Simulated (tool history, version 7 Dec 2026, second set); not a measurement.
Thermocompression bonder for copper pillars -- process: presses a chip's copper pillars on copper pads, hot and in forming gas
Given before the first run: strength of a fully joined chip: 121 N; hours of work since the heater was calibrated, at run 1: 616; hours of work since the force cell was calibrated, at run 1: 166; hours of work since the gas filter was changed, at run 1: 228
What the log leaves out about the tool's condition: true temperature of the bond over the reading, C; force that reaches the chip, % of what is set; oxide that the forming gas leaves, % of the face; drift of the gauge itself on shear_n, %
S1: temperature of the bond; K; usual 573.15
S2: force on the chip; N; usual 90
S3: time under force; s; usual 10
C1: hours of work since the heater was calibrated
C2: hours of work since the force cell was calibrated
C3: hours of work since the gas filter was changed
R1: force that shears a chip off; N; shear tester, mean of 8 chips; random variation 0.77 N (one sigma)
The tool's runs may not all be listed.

Run 1, hour 0: usual settings; C1 616; C2 166; C3 228. Result: R1 52.9 N.
Run 2, hour 7.6: usual settings but S3 14 s; C1 622; C2 171; C3 233. Result: R1 59.5 N.
Run 3, hour 14: usual settings but S3 14 s; C1 626; C2 175; C3 238. Result: R1 58.7 N.
Run 4, hour 25.1: usual settings but S3 14 s; C1 634; C2 183; C3 245. Result: R1 58.8 N.
Run 5, hour 35.5: usual settings but S3 14 s; C1 641; C2 190; C3 252. Result: R1 59 N.
Run 6, hour 43.5: usual settings but S3 14 s; C1 646; C2 195; C3 258. Result: R1 58.6 N.
Run 7, hour 57.9: usual settings; C1 656; C2 205; C3 268. Result: R1 51.5 N.
Run 8, hour 72.2: usual settings but S2 75 N; C1 666; C2 215; C3 277. Result: R1 46.6 N.
Run 9, hour 84.3: usual settings but S2 75 N; C1 674; C2 223; C3 286. Result: R1 46.7 N.
Run 10, hour 96.6: usual settings but S2 75 N; C1 682; C2 232; C3 294. Result: R1 47.2 N.
Run 11, hour 104.4: usual settings but S2 75 N; C1 688; C2 237; C3 299. Result: R1 47.8 N.
Run 12, hour 115.8: usual settings but S2 75 N; C1 696; C2 245; C3 307. Result: R1 46.4 N.
Run 13, hour 129.1: usual settings but S2 75 N; C1 705; C2 254; C3 316. Result: R1 45.7 N.
Run 14, hour 138.1: usual settings; C1 711; C2 260; C3 322. Result: R1 51.6 N.
Run 15, hour 145.5: usual settings but S2 71 N; C1 716; C2 265; C3 328. Result: R1 44.6 N.
Run 16, hour 159: usual settings but S2 71 N, S3 9 s; C1 725; C2 274; C3 337. Result: R1 43.1 N.
Run 17, hour 170.6: usual settings but S2 87 N, S3 16 s; C1 733; C2 282; C3 345. Result: R1 57.9 N.
Run 18, hour 177.9: usual settings but S2 87 N, S3 16 s; C1 738; C2 287; C3 350. Result: R1 59.2 N.
Run 19, hour 185: usual settings but S1 577.15 K, S2 71 N, S3 22 s; C1 743; C2 292; C3 355. Result: R1 61.3 N.
Run 20, hour 198.1: usual settings but S1 551.15 K, S2 73 N, S3 7 s; C1 752; C2 301; C3 364. Result: R1 28.4 N.
Run 21, hour 209.2: usual settings but S1 585.15 K, S2 66 N, S3 7 s; C1 759; C2 309; C3 371. Result: R1 43.4 N.
Run 22, hour 219: usual settings but S1 586.15 K, S2 84 N, S3 7 s; C1 766; C2 315; C3 378. Result: R1 49.5 N.
Run 23, hour 232.7: usual settings but S1 586.15 K, S2 93 N, S3 15 s; C1 776; C2 325; C3 387. Result: R1 67.1 N.
Run 24, hour 242.2: usual settings but S1 550.15 K, S2 93 N; C1 782; C2 331; C3 394. Result: R1 36.2 N.
At hour 243.6: forming gas filter changed.
Run 25, hour 249.9: usual settings but S1 550.15 K, S2 62 N, S3 30 s; C1 787; C2 336; C3 4. Result: R1 50.8 N.
Run 26, hour 263.8: usual settings but S1 597.15 K, S2 72 N, S3 12 s; C1 796; C2 346; C3 14. Result: R1 70.6 N.
Run 27, hour 279.2: usual settings but S1 597.15 K, S2 72 N, S3 19 s; C1 807; C2 356; C3 24. Result: R1 79.3 N.
Run 28, hour 289.2: usual settings but S1 566.15 K, S2 68 N, S3 7 s; C1 814; C2 363; C3 31. Result: R1 37 N.
Run 29, hour 297.1: usual settings but S1 594.15 K, S3 28 s; C1 819; C2 368; C3 37. Result: R1 92.4 N.
Run 30, hour 307.8: usual settings but S1 560.15 K, S2 64 N, S3 6 s; C1 827; C2 376; C3 44. Result: R1 31.5 N.
Run 31, hour 317.2: usual settings but S1 560.15 K, S2 64 N, S3 6 s; C1 833; C2 382; C3 50. Result: R1 30.7 N.

Branching from run 31: 4 alternative next runs. What would each branch give?
Run A, hour 331.2: usual settings but S1 560.15 K, S2 64 N, S3 8 s; C1 842; C2 392; C3 60. Result: R1 ?.
Run B, hour 331.2: usual settings but S1 576.15 K, S2 57 N, S3 9 s; C1 842; C2 392; C3 60. Result: R1 ?.
Run C, hour 331.2: usual settings but S1 579.15 K; C1 842; C2 392; C3 60. Result: R1 ?.
Run D, hour 331.2: usual settings but S1 585.15 K, S2 112 N; C1 842; C2 392; C3 60. Result: R1 ?.

run    R1
  A  34.3
  B  42.9
  C  57.7
  D  67.8
The same runs, with their run-to-run variation unchanged, on a tool lacking any hidden condition would have given:
run    R1
  A  37.3
  B  46.4
  C  61.9
  D  72.4
